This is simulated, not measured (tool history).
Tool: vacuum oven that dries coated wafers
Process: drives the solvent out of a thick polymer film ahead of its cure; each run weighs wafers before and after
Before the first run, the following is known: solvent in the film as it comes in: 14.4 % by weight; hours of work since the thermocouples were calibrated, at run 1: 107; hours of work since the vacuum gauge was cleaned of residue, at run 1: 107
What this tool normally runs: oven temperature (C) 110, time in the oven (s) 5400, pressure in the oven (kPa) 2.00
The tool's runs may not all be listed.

| run | hour | oven temperature (C) | time in the oven (s) | pressure in the oven (kPa) | hours of work since the thermocouples were calibrated | hours of work since the vacuum gauge was cleaned of residue | solvent left in the film (%) |
|---|---|---|---|---|---|---|---|
| 1 | 0.0 | 110 | 5400 | 2.00 | 107 | 107 | 3.13 |
| 2 | 34.9 | 110 | 5400 | 2.00 | 131 | 131 | 2.99 |
| 3 | 79.2 | 110 | 5400 | 2.00 | 162 | 162 | 3.07 |
| 4 | 126.7 | 110 | 7620 | 2.00 | 195 | 195 | 2.70 |
| 5 | 175.1 | 110 | 7620 | 2.00 | 229 | 229 | 2.74 |
| 6 | 203.4 | 110 | 5400 | 4.04 | 248 | 248 | 5.54 |
| 7 | 248.7 | 110 | 5400 | 4.04 | 280 | 280 | 5.60 |
| 8 | 282.2 | 110 | 5400 | 4.04 | 303 | 303 | 5.72 |
| 9 | 320.0 | 110 | 5400 | 4.04 | 330 | 330 | 5.56 |
| 10 | 368.1 | 110 | 7740 | 2.30 | 363 | 363 | 3.20 |
|  | 372.1 | vacuum gauge cleaned of residue and calibrated |
| 11 | 398.2 | 110 | 7740 | 2.30 | 383 | 18 | 3.23 |
| 12 | 431.0 | 100 | 3840 | 2.00 | 406 | 41 | 6.57 |
| 13 | 472.0 | 111 | 5640 | 2.00 | 434 | 70 | 3.08 |
|  | 516.8 | vacuum gauge cleaned of residue and calibrated, once more |
| 14 | 516.8 | 108 | 5220 | 5.58 | 464 | 0 | 8.03 |
| 15 | 550.6 | 108 | 5220 | 5.58 | 488 | 24 | 8.10 |
| 16 | 600.8 | 102 | 3540 | 2.62 | 523 | 58 | 7.12 |
| 17 | 647.5 | 102 | 6000 | 2.62 | 555 | 91 | 5.76 |
| 18 | 692.7 | 102 | 6000 | 5.75 | 587 | 122 | 10.35 |

5 options for the next run, each taken on its own from the tool as it stands now. Forecast them:
| A | 739.0 | 122 | 4800 | 2.00 | 619 | 155 | ? |
| B | 739.0 | 119 | 6960 | 2.13 | 619 | 155 | ? |
| C | 739.0 | 102 | 6000 | 2.78 | 619 | 155 | ? |
| D | 739.0 | 110 | 4320 | 3.54 | 619 | 155 | ? |
| E | 739.0 | 102 | 6000 | 1.54 | 619 | 155 | ? |

| run | solvent left in the film (%) |
|---|---|
| A | 1.83 |
| B | 2.05 |
| C | 5.87 |
| D | 5.41 |
| E | 4.11 |
With the hidden condition removed and each run's random variation left untouched, the same runs would have given:
| run | solvent left in the film (%) |
|---|---|
| A | 1.70 |
| B | 1.91 |
| C | 5.45 |
| D | 5.04 |
| E | 3.73 |
